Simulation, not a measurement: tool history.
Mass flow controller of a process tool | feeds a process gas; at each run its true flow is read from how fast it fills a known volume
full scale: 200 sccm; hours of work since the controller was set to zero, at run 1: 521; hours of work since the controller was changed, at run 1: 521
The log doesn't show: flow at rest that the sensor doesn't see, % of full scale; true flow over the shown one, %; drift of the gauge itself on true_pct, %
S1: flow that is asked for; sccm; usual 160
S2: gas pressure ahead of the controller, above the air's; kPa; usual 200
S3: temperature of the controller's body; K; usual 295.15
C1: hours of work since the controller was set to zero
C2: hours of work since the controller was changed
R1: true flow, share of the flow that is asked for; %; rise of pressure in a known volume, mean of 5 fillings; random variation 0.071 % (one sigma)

{"run": 1, "hour": 0.0, "S1": 160, "S2": 200, "S3": 295.15, "C1": 521, "C2": 521, "R1": 100.12}
{"run": 2, "hour": 94.1, "S1": 160, "S2": 147, "S3": 295.15, "C1": 556, "C2": 556, "R1": 99.96}
{"run": 3, "hour": 144.6, "S1": 160, "S2": 147, "S3": 295.15, "C1": 575, "C2": 575, "R1": 99.93}
{"run": 4, "hour": 220.3, "S1": 59, "S2": 200, "S3": 295.15, "C1": 603, "C2": 603, "R1": 99.28}
{"run": 5, "hour": 309.9, "S1": 59, "S2": 200, "S3": 295.15, "C1": 637, "C2": 637, "R1": 99.16}
{"run": 6, "hour": 406.0, "S1": 83, "S2": 200, "S3": 295.15, "C1": 672, "C2": 672, "R1": 99.3}
{"run": 7, "hour": 494.5, "S1": 83, "S2": 200, "S3": 295.15, "C1": 705, "C2": 705, "R1": 99.18}
{"run": 8, "hour": 566.3, "S1": 98, "S2": 200, "S3": 295.15, "C1": 732, "C2": 732, "R1": 99.23}
{"run": 9, "hour": 646.9, "S1": 98, "S2": 200, "S3": 295.15, "C1": 762, "C2": 762, "R1": 99.06}
{"run": 10, "hour": 716.4, "S1": 126, "S2": 200, "S3": 295.15, "C1": 788, "C2": 788, "R1": 99.27}
{"run": 11, "hour": 792.2, "S1": 126, "S2": 200, "S3": 295.15, "C1": 816, "C2": 816, "R1": 99.12}
{"run": 12, "hour": 874.3, "S1": 126, "S2": 220, "S3": 295.15, "C1": 847, "C2": 847, "R1": 99.1}
{"run": 13, "hour": 933.6, "S1": 79, "S2": 200, "S3": 295.15, "C1": 869, "C2": 869, "R1": 98.75}
{"run": 14, "hour": 1038.0, "S1": 113, "S2": 200, "S3": 295.15, "C1": 908, "C2": 908, "R1": 98.81}
{"run": 15, "hour": 1109.1, "S1": 113, "S2": 200, "S3": 295.15, "C1": 934, "C2": 934, "R1": 98.81}
{"run": 16, "hour": 1171.6, "S1": 113, "S2": 200, "S3": 295.15, "C1": 957, "C2": 957, "R1": 98.76}
{"run": 17, "hour": 1271.9, "S1": 113, "S2": 200, "S3": 295.15, "C1": 995, "C2": 995, "R1": 98.63}
{"run": 18, "hour": 1351.9, "S1": 160, "S2": 200, "S3": 295.15, "C1": 1024, "C2": 1024, "R1": 98.87}
{"run": 19, "hour": 1432.4, "S1": 160, "S2": 200, "S3": 295.15, "C1": 1054, "C2": 1054, "R1": 98.64}
{"run": 20, "hour": 1518.2, "S1": 71, "S2": 245, "S3": 297.15, "C1": 1086, "C2": 1086, "R1": 98.11}
{"run": 21, "hour": 1608.4, "S1": 88, "S2": 237, "S3": 298.15, "C1": 1120, "C2": 1120, "R1": 97.93}
{"hour": 1616.7, "done": "gauge calibrated"}
{"run": 22, "hour": 1710.5, "S1": 111, "S2": 213, "S3": 296.15, "C1": 1158, "C2": 1158, "R1": 99.72}
{"run": 23, "hour": 1788.8, "S1": 47, "S2": 162, "S3": 295.15, "C1": 1187, "C2": 1187, "R1": 99.29}
{"run": 24, "hour": 1889.8, "S1": 160, "S2": 264, "S3": 303.15, "C1": 1225, "C2": 1225, "R1": 99.03}
{"run": 25, "hour": 1954.5, "S1": 41, "S2": 188, "S3": 295.15, "C1": 1249, "C2": 1249, "R1": 99.21}
{"run": 26, "hour": 2026.9, "S1": 33, "S2": 199, "S3": 297.15, "C1": 1276, "C2": 1276, "R1": 98.75}
{"run": 27, "hour": 2109.8, "S1": 33, "S2": 199, "S3": 297.15, "C1": 1306, "C2": 1306, "R1": 98.65}
{"run": 28, "hour": 2160.8, "S1": 33, "S2": 199, "S3": 297.15, "C1": 1325, "C2": 1325, "R1": 98.67}
{"run": 29, "hour": 2242.7, "S1": 33, "S2": 199, "S3": 297.15, "C1": 1356, "C2": 1356, "R1": 98.52}
{"run": 30, "hour": 2309.5, "S1": 33, "S2": 199, "S3": 297.15, "C1": 1381, "C2": 1381, "R1": 98.46}
{"run": 31, "hour": 2414.1, "S1": 33, "S2": 199, "S3": 297.15, "C1": 1420, "C2": 1420, "R1": 98.38}
{"run": 32, "hour": 2472.5, "S1": 96, "S2": 200, "S3": 308.15, "C1": 1441, "C2": 1441, "R1": 97.37}
{"run": 33, "hour": 2559.9, "S1": 96, "S2": 200, "S3": 308.15, "C1": 1474, "C2": 1474, "R1": 97.3}
{"run": 34, "hour": 2634.4, "S1": 96, "S2": 200, "S3": 308.15, "C1": 1502, "C2": 1502, "R1": 97.34}
{"run": 35, "hour": 2708.3, "S1": 160, "S2": 214, "S3": 299.15, "C1": 1529, "C2": 1529, "R1": 98.58}
{"run": 36, "hour": 2782.7, "S1": 23, "S2": 263, "S3": 302.15, "C1": 1557, "C2": 1557, "R1": 97.57}

4 ways to go on from here, each from the tool as it stands after run 36. What would each give?
{"run": "A", "hour": 2886.8, "S1": 183, "S2": 190, "S3": 302.15, "C1": 1595, "C2": 1595, "R1": "?"}
{"run": "B", "hour": 2886.8, "S1": 160, "S2": 200, "S3": 312.15, "C1": 1595, "C2": 1595, "R1": "?"}
{"run": "C", "hour": 2886.8, "S1": 46, "S2": 226, "S3": 295.15, "C1": 1595, "C2": 1595, "R1": "?"}
{"run": "D", "hour": 2886.8, "S1": 23, "S2": 202, "S3": 311.15, "C1": 1595, "C2": 1595, "R1": "?"}

run=A R1=98.36
run=B R1=96.92
run=C R1=98.30
run=D R1=96.32
Without the tool's hidden state the same runs would have given:
run=A R1=99.53
run=B R1=98.08
run=C R1=99.47
run=D R1=97.47

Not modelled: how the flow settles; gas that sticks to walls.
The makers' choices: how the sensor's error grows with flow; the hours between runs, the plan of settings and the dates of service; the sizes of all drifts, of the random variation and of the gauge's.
